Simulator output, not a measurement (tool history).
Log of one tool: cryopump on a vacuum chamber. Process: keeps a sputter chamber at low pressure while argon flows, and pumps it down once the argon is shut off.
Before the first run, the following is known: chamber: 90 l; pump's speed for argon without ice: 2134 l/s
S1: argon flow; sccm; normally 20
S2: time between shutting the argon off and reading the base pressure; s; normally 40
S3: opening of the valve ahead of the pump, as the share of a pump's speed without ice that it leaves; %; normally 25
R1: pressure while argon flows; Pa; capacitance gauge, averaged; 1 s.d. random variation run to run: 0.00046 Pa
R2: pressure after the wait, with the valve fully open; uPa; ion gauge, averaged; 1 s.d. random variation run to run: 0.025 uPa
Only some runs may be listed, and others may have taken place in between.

Run 1, hour 0.0: usual settings. Result: R1 0.0685 Pa, R2 3.06 uPa.
At hour 26.3: pump warmed up, emptied and cooled again.
Run 2, hour 26.3: usual settings. Result: R1 0.0640 Pa, R2 2.53 uPa.
Run 3, hour 46.7: usual settings. Result: R1 0.0644 Pa, R2 2.52 uPa.
Run 4, hour 66.2: usual settings. Result: R1 0.0643 Pa, R2 2.62 uPa.
Run 5, hour 87.2: usual settings. Result: R1 0.0642 Pa, R2 2.63 uPa.
Run 6, hour 105.8: usual settings. Result: R1 0.0649 Pa, R2 2.71 uPa.
Run 7, hour 118.1: usual settings. Result: R1 0.0644 Pa, R2 2.63 uPa.
Run 8, hour 132.6: usual settings but S1 17 sccm, S3 19 %. Result: R1 0.0730 Pa, R2 2.66 uPa.
Run 9, hour 144.1: usual settings but S3 17 %. Result: R1 0.0948 Pa, R2 2.73 uPa.
Run 10, hour 161.8: usual settings but S1 24 sccm, S2 97 s. Result: R1 0.0779 Pa, R2 2.25 uPa.
Run 11, hour 177.1: usual settings but S1 24 sccm, S2 97 s. Result: R1 0.0790 Pa, R2 2.33 uPa.
Run 12, hour 199.4: usual settings but S1 35 sccm, S2 39 s, S3 16 %. Result: R1 0.1781 Pa, R2 2.90 uPa.

Below are 3 alternative next runs, each starting from the tool's condition after run 12. Predict each:
Run A, hour 218.2: usual settings but S1 19 sccm, S2 33 s. Result: R1 ?, R2 ?.
Run B, hour 218.2: usual settings but S1 16 sccm, S2 39 s, S3 16 %. Result: R1 ?, R2 ?.
Run C, hour 218.2: usual settings but S1 14 sccm, S2 61 s, S3 16 %. Result: R1 ?, R2 ?.

run      R1    R2
  A  0.0627  3.06
  B  0.0814  2.86
  C  0.0717  2.54
Had the tool no hidden state, the same runs would have come out as:
run      R1    R2
  A  0.0599  1.14
  B  0.0791  0.96
  C  0.0696  0.65
